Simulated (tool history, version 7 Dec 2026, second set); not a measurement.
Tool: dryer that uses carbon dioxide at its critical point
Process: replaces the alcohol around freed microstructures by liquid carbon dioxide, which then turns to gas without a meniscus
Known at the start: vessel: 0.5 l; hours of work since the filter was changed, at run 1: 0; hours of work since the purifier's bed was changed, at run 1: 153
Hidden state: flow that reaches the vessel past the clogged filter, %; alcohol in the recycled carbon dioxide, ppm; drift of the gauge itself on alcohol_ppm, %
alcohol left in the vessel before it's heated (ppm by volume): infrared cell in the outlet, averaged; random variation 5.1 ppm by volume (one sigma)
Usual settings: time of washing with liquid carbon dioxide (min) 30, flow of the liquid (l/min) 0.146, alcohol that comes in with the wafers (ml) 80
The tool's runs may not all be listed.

run,hour,time of washing with liquid carbon dioxide (min),flow of the liquid (l/min),alcohol that comes in with the wafers (ml),hours of work since the filter was changed,hours of work since the purifier's bed was changed,alcohol left in the vessel before it's heated (ppm by volume)
1,0,30,0.146,80,0,153,125
2,30.1,30,0.114,80,21,174,424
3,72,30,0.114,80,51,204,439
4,94.9,30,0.114,80,67,220,455
5,141.7,30,0.114,80,101,254,508
6,168.2,30,0.114,80,120,272,511
7,216.3,30,0.114,80,154,307,575
8,255.3,30,0.146,80,182,334,228
9,284.6,30,0.219,20,202,355,150
10,329.7,30,0.219,20,234,387,165
11,372.2,30,0.219,20,265,418,172
12,406,18,0.156,48,289,442,1078
# hour 417.9: inlet filter changed
13,441.4,33,0.11,71,17,466,395
14,487.6,33,0.11,71,50,499,421
15,539.2,33,0.11,71,86,536,455
16,585.3,33,0.11,71,119,568,499

How the hidden state differs across the entries between the runs, from the last listed run before each to the first after it:
Between runs 12 and 13: inlet filter changed (hour 417.9)
  flow that reaches the vessel past the clogged filter, %: 90.8 -> 98.8; alcohol in the recycled carbon dioxide, ppm: 180.2 -> 189.3
  measured less the result without the state, alcohol left in the vessel before it's heated (ppm by volume): +518 -> +200

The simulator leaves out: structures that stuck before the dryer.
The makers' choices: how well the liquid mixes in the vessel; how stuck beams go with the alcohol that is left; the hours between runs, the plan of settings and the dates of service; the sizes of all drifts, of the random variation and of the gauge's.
